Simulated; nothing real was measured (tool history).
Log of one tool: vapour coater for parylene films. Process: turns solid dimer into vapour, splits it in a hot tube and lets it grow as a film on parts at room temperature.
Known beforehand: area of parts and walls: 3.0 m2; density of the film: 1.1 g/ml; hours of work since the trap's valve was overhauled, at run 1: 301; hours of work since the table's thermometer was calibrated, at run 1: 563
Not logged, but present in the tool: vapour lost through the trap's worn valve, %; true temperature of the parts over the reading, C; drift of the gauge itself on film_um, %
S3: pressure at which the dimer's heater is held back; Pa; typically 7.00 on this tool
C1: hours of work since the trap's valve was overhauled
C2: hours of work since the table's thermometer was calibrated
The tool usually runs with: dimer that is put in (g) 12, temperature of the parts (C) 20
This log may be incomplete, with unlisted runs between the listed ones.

run 1 hour=0.0 | dimer_that_is_put_in_(g)=12 temperature_of_the_parts_(C)=20 S3=7.00 | C1=301 C2=563 | thickness_of_the_film_(µm)=1.74
run 2 hour=61.0 | dimer_that_is_put_in_(g)=12 temperature_of_the_parts_(C)=20 S3=7.00 | C1=337 C2=599 | thickness_of_the_film_(µm)=1.71
run 3 hour=123.8 | dimer_that_is_put_in_(g)=12 temperature_of_the_parts_(C)=20 S3=4.89 | C1=373 C2=635 | thickness_of_the_film_(µm)=1.77
run 4 hour=187.1 | dimer_that_is_put_in_(g)=12 temperature_of_the_parts_(C)=20 S3=4.89 | C1=410 C2=672 | thickness_of_the_film_(µm)=1.74
run 5 hour=234.0 | dimer_that_is_put_in_(g)=12 temperature_of_the_parts_(C)=20 S3=4.89 | C1=437 C2=699 | thickness_of_the_film_(µm)=1.74
run 6 hour=283.6 | dimer_that_is_put_in_(g)=12 temperature_of_the_parts_(C)=20 S3=4.89 | C1=466 C2=728 | thickness_of_the_film_(µm)=1.70
run 7 hour=319.0 | dimer_that_is_put_in_(g)=12 temperature_of_the_parts_(C)=28 S3=7.00 | C1=486 C2=749 | thickness_of_the_film_(µm)=1.38
run 8 hour=365.2 | dimer_that_is_put_in_(g)=12 temperature_of_the_parts_(C)=28 S3=7.00 | C1=513 C2=775 | thickness_of_the_film_(µm)=1.38
run 9 hour=398.3 | dimer_that_is_put_in_(g)=12 temperature_of_the_parts_(C)=28 S3=7.00 | C1=533 C2=795 | thickness_of_the_film_(µm)=1.39
run 10 hour=443.2 | dimer_that_is_put_in_(g)=12 temperature_of_the_parts_(C)=28 S3=7.00 | C1=559 C2=821 | thickness_of_the_film_(µm)=1.40
run 11 hour=485.2 | dimer_that_is_put_in_(g)=12 temperature_of_the_parts_(C)=20 S3=5.14 | C1=583 C2=845 | thickness_of_the_film_(µm)=1.69
run 12 hour=518.1 | dimer_that_is_put_in_(g)=12 temperature_of_the_parts_(C)=20 S3=5.14 | C1=602 C2=864 | thickness_of_the_film_(µm)=1.68
run 13 hour=560.1 | dimer_that_is_put_in_(g)=12 temperature_of_the_parts_(C)=20 S3=5.14 | C1=626 C2=889 | thickness_of_the_film_(µm)=1.66
-- hour=570.4 trap's valve overhauled
run 14 hour=626.8 | dimer_that_is_put_in_(g)=12 temperature_of_the_parts_(C)=20 S3=5.14 | C1=33 C2=925 | thickness_of_the_film_(µm)=1.91
run 15 hour=673.4 | dimer_that_is_put_in_(g)=17 temperature_of_the_parts_(C)=20 S3=7.00 | C1=60 C2=952 | thickness_of_the_film_(µm)=2.60
run 16 hour=733.4 | dimer_that_is_put_in_(g)=12 temperature_of_the_parts_(C)=20 S3=7.00 | C1=95 C2=987 | thickness_of_the_film_(µm)=1.80
run 17 hour=763.2 | dimer_that_is_put_in_(g)=12 temperature_of_the_parts_(C)=20 S3=7.00 | C1=112 C2=1004 | thickness_of_the_film_(µm)=1.77
run 18 hour=804.3 | dimer_that_is_put_in_(g)=12 temperature_of_the_parts_(C)=20 S3=3.04 | C1=136 C2=1028 | thickness_of_the_film_(µm)=1.95
run 19 hour=870.3 | dimer_that_is_put_in_(g)=12 temperature_of_the_parts_(C)=20 S3=3.04 | C1=174 C2=1066 | thickness_of_the_film_(µm)=1.95
run 20 hour=937.7 | dimer_that_is_put_in_(g)=12 temperature_of_the_parts_(C)=16 S3=7.00 | C1=213 C2=1106 | thickness_of_the_film_(µm)=1.88
run 21 hour=974.6 | dimer_that_is_put_in_(g)=12 temperature_of_the_parts_(C)=20 S3=7.00 | C1=235 C2=1127 | thickness_of_the_film_(µm)=1.74
run 22 hour=1035.8 | dimer_that_is_put_in_(g)=12 temperature_of_the_parts_(C)=20 S3=7.00 | C1=270 C2=1163 | thickness_of_the_film_(µm)=1.74
run 23 hour=1079.1 | dimer_that_is_put_in_(g)=12 temperature_of_the_parts_(C)=20 S3=6.32 | C1=295 C2=1188 | thickness_of_the_film_(µm)=1.72
run 24 hour=1112.2 | dimer_that_is_put_in_(g)=12 temperature_of_the_parts_(C)=20 S3=7.00 | C1=315 C2=1207 | thickness_of_the_film_(µm)=1.72
run 25 hour=1143.8 | dimer_that_is_put_in_(g)=6 temperature_of_the_parts_(C)=20 S3=7.00 | C1=333 C2=1225 | thickness_of_the_film_(µm)=0.85
run 26 hour=1209.2 | dimer_that_is_put_in_(g)=11 temperature_of_the_parts_(C)=16 S3=4.68 | C1=371 C2=1263 | thickness_of_the_film_(µm)=1.76
run 27 hour=1252.1 | dimer_that_is_put_in_(g)=5 temperature_of_the_parts_(C)=17 S3=6.61 | C1=396 C2=1288 | thickness_of_the_film_(µm)=0.75
run 28 hour=1315.2 | dimer_that_is_put_in_(g)=16 temperature_of_the_parts_(C)=20 S3=9.69 | C1=433 C2=1325 | thickness_of_the_film_(µm)=2.13
run 29 hour=1358.1 | dimer_that_is_put_in_(g)=16 temperature_of_the_parts_(C)=20 S3=9.69 | C1=457 C2=1350 | thickness_of_the_film_(µm)=2.12
run 30 hour=1396.5 | dimer_that_is_put_in_(g)=16 temperature_of_the_parts_(C)=20 S3=9.69 | C1=480 C2=1372 | thickness_of_the_film_(µm)=2.09
run 31 hour=1425.3 | dimer_that_is_put_in_(g)=12 temperature_of_the_parts_(C)=20 S3=6.27 | C1=497 C2=1389 | thickness_of_the_film_(µm)=1.64
run 32 hour=1455.8 | dimer_that_is_put_in_(g)=15 temperature_of_the_parts_(C)=25 S3=9.01 | C1=514 C2=1406 | thickness_of_the_film_(µm)=1.78
run 33 hour=1520.8 | dimer_that_is_put_in_(g)=12 temperature_of_the_parts_(C)=20 S3=3.58 | C1=552 C2=1444 | thickness_of_the_film_(µm)=1.75
run 34 hour=1572.4 | dimer_that_is_put_in_(g)=16 temperature_of_the_parts_(C)=18 S3=2.83 | C1=582 C2=1474 | thickness_of_the_film_(µm)=2.47
run 35 hour=1630.9 | dimer_that_is_put_in_(g)=16 temperature_of_the_parts_(C)=18 S3=2.83 | C1=616 C2=1508 | thickness_of_the_film_(µm)=2.48
-- hour=1660.1 trap's valve overhauled
run 36 hour=1674.7 | dimer_that_is_put_in_(g)=8 temperature_of_the_parts_(C)=31 S3=6.08 | C1=8 C2=1531 | thickness_of_the_film_(µm)=0.99
run 37 hour=1730.7 | dimer_that_is_put_in_(g)=7 temperature_of_the_parts_(C)=12 S3=5.92 | C1=41 C2=1564 | thickness_of_the_film_(µm)=1.29
run 38 hour=1789.1 | dimer_that_is_put_in_(g)=18 temperature_of_the_parts_(C)=12 S3=5.93 | C1=75 C2=1598 | thickness_of_the_film_(µm)=3.26
run 39 hour=1846.5 | dimer_that_is_put_in_(g)=10 temperature_of_the_parts_(C)=20 S3=7.00 | C1=108 C2=1631 | thickness_of_the_film_(µm)=1.49
run 40 hour=1887.6 | dimer_that_is_put_in_(g)=10 temperature_of_the_parts_(C)=21 S3=6.42 | C1=132 C2=1655 | thickness_of_the_film_(µm)=1.45
run 41 hour=1937.2 | dimer_that_is_put_in_(g)=10 temperature_of_the_parts_(C)=21 S3=6.42 | C1=161 C2=1684 | thickness_of_the_film_(µm)=1.46
run 42 hour=1988.4 | dimer_that_is_put_in_(g)=10 temperature_of_the_parts_(C)=22 S3=6.42 | C1=191 C2=1713 | thickness_of_the_film_(µm)=1.40
run 43 hour=2046.7 | dimer_that_is_put_in_(g)=6 temperature_of_the_parts_(C)=22 S3=6.42 | C1=224 C2=1747 | thickness_of_the_film_(µm)=0.84
run 44 hour=2111.7 | dimer_that_is_put_in_(g)=6 temperature_of_the_parts_(C)=22 S3=6.42 | C1=262 C2=1785 | thickness_of_the_film_(µm)=0.86
run 45 hour=2146.6 | dimer_that_is_put_in_(g)=11 temperature_of_the_parts_(C)=16 S3=10.38 | C1=283 C2=1805 | thickness_of_the_film_(µm)=1.61
run 46 hour=2202.4 | dimer_that_is_put_in_(g)=11 temperature_of_the_parts_(C)=15 S3=4.47 | C1=315 C2=1838 | thickness_of_the_film_(µm)=1.81
run 47 hour=2270.2 | dimer_that_is_put_in_(g)=11 temperature_of_the_parts_(C)=15 S3=4.47 | C1=354 C2=1877 | thickness_of_the_film_(µm)=1.80

What if the next run were any one of these 3? Each begins from the tool's condition after run 47:
run A hour=2318.9 | dimer_that_is_put_in_(g)=15 temperature_of_the_parts_(C)=20 S3=11.74 | C1=383 C2=1905 | thickness_of_the_film_(µm)=?
run B hour=2318.9 | dimer_that_is_put_in_(g)=12 temperature_of_the_parts_(C)=14 S3=5.00 | C1=383 C2=1905 | thickness_of_the_film_(µm)=?
run C hour=2318.9 | dimer_that_is_put_in_(g)=11 temperature_of_the_parts_(C)=15 S3=2.32 | C1=383 C2=1905 | thickness_of_the_film_(µm)=?

run=A thickness_of_the_film_(µm)=1.93
run=B thickness_of_the_film_(µm)=1.97
run=C thickness_of_the_film_(µm)=1.94
Without the tool's unlogged condition, the same runs would have read:
run=A thickness_of_the_film_(µm)=2.13
run=B thickness_of_the_film_(µm)=2.18
run=C thickness_of_the_film_(µm)=2.15
